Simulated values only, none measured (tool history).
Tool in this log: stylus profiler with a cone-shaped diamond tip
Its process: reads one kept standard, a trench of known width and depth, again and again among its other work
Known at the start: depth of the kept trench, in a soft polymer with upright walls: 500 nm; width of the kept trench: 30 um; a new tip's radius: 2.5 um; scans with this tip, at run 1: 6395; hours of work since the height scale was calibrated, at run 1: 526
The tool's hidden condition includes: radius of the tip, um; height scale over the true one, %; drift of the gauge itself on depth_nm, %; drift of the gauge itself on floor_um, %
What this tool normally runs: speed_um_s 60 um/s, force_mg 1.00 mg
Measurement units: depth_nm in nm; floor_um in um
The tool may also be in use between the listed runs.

run    hour  speed_um_s  force_mg  scans with this tip  hours of work since the height scale was calibrated  depth_nm  floor_um
  1     0.0          60      1.00                 6395                                                  526    504.93     25.34
  2    70.3          60      1.27                 7071                                                  581    505.36     25.33
  3   113.8          60      1.27                 7488                                                  616    505.73     25.26
  4   183.8          60      1.27                 8161                                                  671    506.14     25.22
  5   284.7          60      1.27                 9131                                                  751    506.01     25.04
  6   350.3          60      1.27                 9761                                                  803    506.27     24.96
  7   425.1          60      1.27                10480                                                  862    506.13     24.81
  8   475.5          60      1.27                10964                                                  902    506.67     24.76
  9   559.7          60      1.27                11773                                                  968    506.56     24.68
 10   635.7          60      1.27                12504                                                 1028    506.24     24.64
 11   694.6          60      1.27                13070                                                 1075    506.52     24.54
 12   790.4          60      1.27                13991                                                 1150    507.03     24.45
      871.1  -- new tip fitted, height scale calibrated
 13   891.4          60      1.00                  195                                                   16    503.54     26.53
 14   952.6          60      0.39                  783                                                   64    501.85     26.08
 15  1046.1          40      0.50                 1682                                                  138    502.58     26.25
 16  1123.9          24      2.89                 2430                                                  200    507.34     26.43
 17  1211.8          24      2.89                 3274                                                  269    507.68     26.36
 18  1298.2          23      1.52                 4105                                                  338    505.22     26.19
 19  1350.2          18      0.64                 4605                                                  379    503.42     26.06
 20  1442.0          18      0.64                 5487                                                  451    503.58     25.91
 21  1529.3          18      0.64                 6326                                                  520    503.87     25.82
 22  1613.7          18      0.64                 7137                                                  587    503.98     25.69
 23  1662.7         190      0.94                 7608                                                  626    504.63     24.15
 24  1726.7         237      0.39                 8223                                                  676    503.22     22.49
 25  1769.8         225      2.85                 8638                                                  710    508.78     24.51
 26  1868.2         225      2.85                 9583                                                  788    508.98     24.41

Alternative continuations, all from the tool just after run 26; predict every row:
  A  1924.3          91      2.13                10122                                                  832         ?         ?
  B  1924.3          31      2.85                10122                                                  832         ?         ?
  C  1924.3          41      1.00                10122                                                  832         ?         ?

run  depth_nm  floor_um
  A    507.76     24.98
  B    509.03     25.30
  C    505.43     25.06
The same runs, with their run-to-run variation unchanged, on a tool lacking any hidden condition would have given:
run  depth_nm  floor_um
  A    505.92     26.55
  B    507.18     26.86
  C    503.60     26.63

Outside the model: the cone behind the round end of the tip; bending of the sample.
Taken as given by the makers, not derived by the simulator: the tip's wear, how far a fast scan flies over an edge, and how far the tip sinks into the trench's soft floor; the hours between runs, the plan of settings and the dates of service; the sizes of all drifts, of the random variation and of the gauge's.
